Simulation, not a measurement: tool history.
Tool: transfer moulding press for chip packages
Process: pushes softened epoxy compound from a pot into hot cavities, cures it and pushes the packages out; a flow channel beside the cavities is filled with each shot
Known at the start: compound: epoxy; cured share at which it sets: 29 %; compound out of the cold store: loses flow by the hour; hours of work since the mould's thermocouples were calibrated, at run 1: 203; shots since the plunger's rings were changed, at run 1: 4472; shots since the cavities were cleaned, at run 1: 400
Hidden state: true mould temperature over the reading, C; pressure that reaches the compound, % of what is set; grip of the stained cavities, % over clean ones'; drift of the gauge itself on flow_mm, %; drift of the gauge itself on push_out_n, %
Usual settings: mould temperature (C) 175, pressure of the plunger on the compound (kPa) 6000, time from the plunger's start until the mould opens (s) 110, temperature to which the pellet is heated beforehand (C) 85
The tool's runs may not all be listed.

run   hour  mould temperature (C)  pressure of the plunger on the compound (kPa)  time from the plunger's start until the mould opens (s)  temperature to which the pellet is heated beforehand (C)  hours of work since the mould's thermocouples were calibrated  shots since the plunger's rings were changed  shots since the cavities were cleaned  incoming compound's hours out of the cold store  length that the compound runs in the flow channel (mm)  greatest force on the pins that push the packages out (N)
  1      0                    175                                           6000                                                      110                                                        85                                                            203                                          4472                                    400                                             45.5                                                     534                                                        541
  2    7.1                    175                                           6000                                                      110                                                        85                                                            208                                          4549                                    477                                              8.1                                                     599                                                        586
  3   17.1                    175                                           6000                                                      110                                                        85                                                            214                                          4658                                    586                                             16.1                                                     578                                                        627
  4   24.1                    175                                           6000                                                      110                                                        85                                                            219                                          4734                                    662                                             24.7                                                     562                                                        629
      27.8  -- cavities cleaned with cleaning compound and waxed
  5   30.9                    175                                           6000                                                      110                                                        85                                                            222                                          4792                                     34                                             43.5                                                     530                                                        676
  6     39                    175                                           6000                                                      110                                                        85                                                            228                                          4880                                    122                                             40.7                                                     530                                                        678
  7   45.1                    175                                           6000                                                      110                                                        85                                                            232                                          4946                                    188                                             36.6                                                     540                                                        692
      47.2  -- cavities cleaned with cleaning compound and waxed, once more
  8   56.1                    175                                           6000                                                      110                                                        85                                                            238                                          5050                                     97                                             36.3                                                     549                                                        432
  9   63.6                    170                                           6000                                                      110                                                        85                                                            243                                          5131                                    178                                             39.9                                                     541                                                        625
 10   69.6                    170                                           6000                                                      110                                                        82                                                            247                                          5197                                    244                                             28.8                                                     558                                                        702
 11   76.8                    175                                           6000                                                      128                                                        85                                                            251                                          5274                                    321                                             26.7                                                     551                                                        446
 12   82.7                    175                                           6000                                                      110                                                        85                                                            255                                          5338                                    385                                             16.6                                                     569                                                        577
 13   89.5                    172                                           6000                                                      110                                                        85                                                            260                                          5412                                    459                                             20.4                                                     567                                                        701
 14   97.7                    175                                           6000                                                      110                                                        85                                                            265                                          5502                                    549                                             45.5                                                     522                                                        586
 15  108.1                    178                                           6000                                                      110                                                        85                                                            272                                          5615                                    662                                             38.4                                                     530                                                        546
     111.1  -- cavities cleaned with cleaning compound and waxed
 16  116.3                    178                                           6000                                                      110                                                        85                                                            276                                          5688                                     57                                             35.6                                                     534                                                        375
 17  121.3                    178                                           6000                                                      110                                                        85                                                            279                                          5742                                    111                                             43.8                                                     517                                                        397
 18  126.3                    178                                           6000                                                      110                                                        85                                                            283                                          5797                                    166                                             34.3                                                     536                                                        445
 19  136.3                    171                                           5980                                                       98                                                        83                                                            289                                          5905                                    274                                             20.5                                                     569                                                        914
 20  143.3                    171                                           5980                                                       98                                                        83                                                            294                                          5982                                    351                                             28.5                                                     548                                                        902
 21  152.5                    181                                           5000                                                       98                                                        94                                                            300                                          6081                                    450                                             15.8                                                     512                                                        513
 22  156.8                    177                                           6000                                                      110                                                        80                                                            303                                          6129                                    498                                             44.6                                                     516                                                        543
 23  163.7                    175                                           6000                                                      108                                                        85                                                            307                                          6203                                    572                                             10.1                                                     577                                                        655
 24    171                    175                                           6170                                                      110                                                        95                                                            312                                          6282                                    651                                             24.7                                                     563                                                        633
     175.6  -- cavities cleaned with cleaning compound and waxed
 25  179.5                    175                                           5930                                                      110                                                        93                                                            316                                          6359                                     43                                             12.9                                                     565                                                        417
 26  185.2                    175                                           4730                                                       97                                                        85                                                            320                                          6421                                    105                                             33.4                                                     474                                                        586
     196.7  -- plunger's sealing rings changed
 27  198.1                    175                                           4730                                                       97                                                        85                                                            327                                            15                                    218                                             42.3                                                     512                                                        628
 28  204.6                    177                                           6740                                                      116                                                        77                                                            331                                            85                                    288                                             32.1                                                     634                                                        460
 29    211                    172                                           5440                                                      110                                                        85                                                            335                                           155                                    358                                             10.8                                                     611                                                        689

Forecast each of these 3 alternatives for the next run:
  A  217.6                    179                                           4890                                                      110                                                        86                                                            340                                           227                                    430                                             16.5                                                       ?                                                          ?
  B  217.6                    175                                           4630                                                      139                                                        78                                                            340                                           227                                    430                                               38                                                       ?                                                          ?
  C  217.6                    177                                           5440                                                      104                                                        85                                                            340                                           227                                    430                                             37.5                                                       ?                                                          ?

run  length that the compound runs in the flow channel (mm)  greatest force on the pins that push the packages out (N)
  A                                                     563                                                        481
  B                                                     517                                                        466
  C                                                     553                                                        560
Without the tool's hidden state the same runs would have given:
run  length that the compound runs in the flow channel (mm)  greatest force on the pins that push the packages out (N)
  A                                                     564                                                        313
  B                                                     518                                                        306
  C                                                     554                                                        360
